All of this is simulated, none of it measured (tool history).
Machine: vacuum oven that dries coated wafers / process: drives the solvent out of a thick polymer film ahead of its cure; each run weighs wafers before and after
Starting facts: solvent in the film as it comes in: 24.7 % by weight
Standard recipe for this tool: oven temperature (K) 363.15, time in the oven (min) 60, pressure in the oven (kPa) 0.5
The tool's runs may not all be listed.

run 1 hour=0 | oven_temperature_(K)=363.15 time_in_the_oven_(min)=60 pressure_in_the_oven_(kPa)=0.5 | solvent_left_in_the_film_(%)=4.38
run 2 hour=20.2 | oven_temperature_(K)=363.15 time_in_the_oven_(min)=60 pressure_in_the_oven_(kPa)=0.5 | solvent_left_in_the_film_(%)=4.58
run 3 hour=34.7 | oven_temperature_(K)=363.15 time_in_the_oven_(min)=60 pressure_in_the_oven_(kPa)=0.5 | solvent_left_in_the_film_(%)=4.56
run 4 hour=54.3 | oven_temperature_(K)=363.15 time_in_the_oven_(min)=60 pressure_in_the_oven_(kPa)=0.5 | solvent_left_in_the_film_(%)=4.56
run 5 hour=71.7 | oven_temperature_(K)=363.15 time_in_the_oven_(min)=60 pressure_in_the_oven_(kPa)=0.5 | solvent_left_in_the_film_(%)=4.51
run 6 hour=90.8 | oven_temperature_(K)=363.15 time_in_the_oven_(min)=60 pressure_in_the_oven_(kPa)=0.943 | solvent_left_in_the_film_(%)=4.69
run 7 hour=106.4 | oven_temperature_(K)=363.15 time_in_the_oven_(min)=60 pressure_in_the_oven_(kPa)=0.943 | solvent_left_in_the_film_(%)=4.67
-- hour=111.1 oven's thermocouples calibrated
run 8 hour=131.9 | oven_temperature_(K)=363.15 time_in_the_oven_(min)=60 pressure_in_the_oven_(kPa)=0.5 | solvent_left_in_the_film_(%)=4.82
run 9 hour=162.9 | oven_temperature_(K)=363.15 time_in_the_oven_(min)=60 pressure_in_the_oven_(kPa)=0.421 | solvent_left_in_the_film_(%)=4.77
run 10 hour=189.1 | oven_temperature_(K)=363.15 time_in_the_oven_(min)=60 pressure_in_the_oven_(kPa)=0.421 | solvent_left_in_the_film_(%)=4.7
run 11 hour=204.8 | oven_temperature_(K)=363.15 time_in_the_oven_(min)=60 pressure_in_the_oven_(kPa)=0.421 | solvent_left_in_the_film_(%)=4.86
run 12 hour=231.2 | oven_temperature_(K)=371.15 time_in_the_oven_(min)=60 pressure_in_the_oven_(kPa)=0.5 | solvent_left_in_the_film_(%)=1.85
run 13 hour=247.5 | oven_temperature_(K)=376.15 time_in_the_oven_(min)=100 pressure_in_the_oven_(kPa)=0.647 | solvent_left_in_the_film_(%)=0.41
run 14 hour=281.2 | oven_temperature_(K)=376.15 time_in_the_oven_(min)=100 pressure_in_the_oven_(kPa)=0.647 | solvent_left_in_the_film_(%)=0.46
-- hour=295.8 vacuum gauge cleaned of residue and calibrated
run 15 hour=296.6 | oven_temperature_(K)=376.15 time_in_the_oven_(min)=100 pressure_in_the_oven_(kPa)=0.647 | solvent_left_in_the_film_(%)=0.26

Consider 3 possible next runs. They are alternatives, not a sequence: every one starts from the tool as it was left by run 15. What does each give?
-- hour=300.8 oven's thermocouples calibrated, once more
run A hour=313.7 | oven_temperature_(K)=363.15 time_in_the_oven_(min)=95 pressure_in_the_oven_(kPa)=1.854 | solvent_left_in_the_film_(%)=?
-- hour=300.8 oven's thermocouples calibrated, once more
run B hour=313.7 | oven_temperature_(K)=363.15 time_in_the_oven_(min)=60 pressure_in_the_oven_(kPa)=0.5 | solvent_left_in_the_film_(%)=?
-- hour=300.8 oven's thermocouples calibrated, once more
run C hour=313.7 | oven_temperature_(K)=361.15 time_in_the_oven_(min)=60 pressure_in_the_oven_(kPa)=1.321 | solvent_left_in_the_film_(%)=?

run=A solvent_left_in_the_film_(%)=2.38
run=B solvent_left_in_the_film_(%)=4.01
run=C solvent_left_in_the_film_(%)=5.24
Had the tool no hidden state, the same runs would have come out as:
run=A solvent_left_in_the_film_(%)=2.36
run=B solvent_left_in_the_film_(%)=3.99
run=C solvent_left_in_the_film_(%)=5.22

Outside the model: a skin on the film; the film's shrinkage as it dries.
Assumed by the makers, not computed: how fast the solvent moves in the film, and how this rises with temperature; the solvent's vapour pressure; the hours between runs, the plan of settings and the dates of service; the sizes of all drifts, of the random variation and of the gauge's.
